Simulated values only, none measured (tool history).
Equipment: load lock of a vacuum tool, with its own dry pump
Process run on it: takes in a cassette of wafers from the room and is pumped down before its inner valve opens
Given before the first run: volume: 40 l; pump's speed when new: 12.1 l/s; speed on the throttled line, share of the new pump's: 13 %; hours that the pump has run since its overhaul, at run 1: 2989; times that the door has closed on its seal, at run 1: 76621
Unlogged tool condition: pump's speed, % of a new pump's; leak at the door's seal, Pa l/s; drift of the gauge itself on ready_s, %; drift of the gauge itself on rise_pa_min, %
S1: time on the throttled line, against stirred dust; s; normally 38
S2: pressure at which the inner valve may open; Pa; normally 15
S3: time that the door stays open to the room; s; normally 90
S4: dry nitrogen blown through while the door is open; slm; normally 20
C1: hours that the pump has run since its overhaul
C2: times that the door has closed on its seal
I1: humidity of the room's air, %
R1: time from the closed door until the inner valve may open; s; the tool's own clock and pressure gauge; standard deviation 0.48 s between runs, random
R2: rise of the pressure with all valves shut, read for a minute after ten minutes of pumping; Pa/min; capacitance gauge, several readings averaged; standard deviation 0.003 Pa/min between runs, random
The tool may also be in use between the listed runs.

{"run": 1, "day": 0.0, "S1": 38, "S2": 15, "S3": 90, "S4": 20, "C1": 2989, "C2": 76621, "I1": 43.7, "R1": 61.9, "R2": 0.022}
{"run": 2, "day": 6.658, "S1": 38, "S2": 15, "S3": 90, "S4": 20, "C1": 3149, "C2": 77391, "I1": 43.1, "R1": 62.2, "R2": 0.02}
{"run": 3, "day": 12.558, "S1": 38, "S2": 15, "S3": 90, "S4": 20, "C1": 3291, "C2": 78073, "I1": 41.8, "R1": 62.0, "R2": 0.021}
{"run": 4, "day": 17.596, "S1": 38, "S2": 15, "S3": 90, "S4": 20, "C1": 3412, "C2": 78655, "I1": 43.3, "R1": 62.8, "R2": 0.014}
{"run": 5, "day": 20.654, "S1": 38, "S2": 15, "S3": 90, "S4": 20, "C1": 3485, "C2": 79009, "I1": 45.3, "R1": 61.9, "R2": 0.02}
{"day": 22.45, "done": "door's seal changed, seat wiped"}
{"run": 6, "day": 23.838, "S1": 38, "S2": 15, "S3": 90, "S4": 20, "C1": 3560, "C2": 160, "I1": 45.6, "R1": 62.6, "R2": 0.016}
{"run": 7, "day": 30.575, "S1": 38, "S2": 15, "S3": 90, "S4": 20, "C1": 3722, "C2": 939, "I1": 47.7, "R1": 62.2, "R2": 0.017}
{"run": 8, "day": 36.038, "S1": 38, "S2": 27, "S3": 90, "S4": 20, "C1": 3853, "C2": 1570, "I1": 42.2, "R1": 60.1, "R2": 0.017}
{"run": 9, "day": 40.088, "S1": 38, "S2": 27, "S3": 90, "S4": 20, "C1": 3950, "C2": 2039, "I1": 48.3, "R1": 60.1, "R2": 0.012}
{"run": 10, "day": 44.829, "S1": 38, "S2": 15, "S3": 166, "S4": 20, "C1": 4064, "C2": 2587, "I1": 46.1, "R1": 62.4, "R2": 0.018}
{"run": 11, "day": 51.346, "S1": 38, "S2": 15, "S3": 90, "S4": 6, "C1": 4220, "C2": 3340, "I1": 43.6, "R1": 62.1, "R2": 0.036}
{"run": 12, "day": 54.608, "S1": 25, "S2": 15, "S3": 53, "S4": 20, "C1": 4298, "C2": 3717, "I1": 45.4, "R1": 51.3, "R2": 0.011}
{"run": 13, "day": 60.525, "S1": 25, "S2": 15, "S3": 53, "S4": 20, "C1": 4440, "C2": 4401, "I1": 46.5, "R1": 51.0, "R2": 0.01}
{"run": 14, "day": 63.621, "S1": 56, "S2": 15, "S3": 138, "S4": 20, "C1": 4515, "C2": 4759, "I1": 43.3, "R1": 78.1, "R2": 0.015}
{"run": 15, "day": 69.529, "S1": 61, "S2": 11, "S3": 204, "S4": 13, "C1": 4656, "C2": 5442, "I1": 44.2, "R1": 83.7, "R2": 0.032}

Below are 4 alternative next runs, each starting from the tool's condition after run 15. Predict each:
{"run": "A", "day": 72.642, "S1": 38, "S2": 18, "S3": 92, "S4": 20, "C1": 4731, "C2": 5802, "I1": 46.3, "R1": "?", "R2": "?"}
{"run": "B", "day": 72.642, "S1": 61, "S2": 16, "S3": 204, "S4": 13, "C1": 4731, "C2": 5802, "I1": 46.0, "R1": "?", "R2": "?"}
{"run": "C", "day": 72.642, "S1": 22, "S2": 27, "S3": 225, "S4": 13, "C1": 4731, "C2": 5802, "I1": 46.9, "R1": "?", "R2": "?"}
{"run": "D", "day": 72.642, "S1": 38, "S2": 23, "S3": 169, "S4": 33, "C1": 4731, "C2": 5802, "I1": 42.9, "R1": "?", "R2": "?"}

run=A R1=61.9 R2=0.016
run=B R1=80.9 R2=0.028
run=C R1=46.2 R2=0.033
run=D R1=62.0 R2=0.016
Stripped of hidden state, with their random variation kept, the same runs would have yielded:
run=A R1=61.9 R2=0.016
run=B R1=80.9 R2=0.028
run=C R1=46.2 R2=0.033
run=D R1=62.0 R2=0.016

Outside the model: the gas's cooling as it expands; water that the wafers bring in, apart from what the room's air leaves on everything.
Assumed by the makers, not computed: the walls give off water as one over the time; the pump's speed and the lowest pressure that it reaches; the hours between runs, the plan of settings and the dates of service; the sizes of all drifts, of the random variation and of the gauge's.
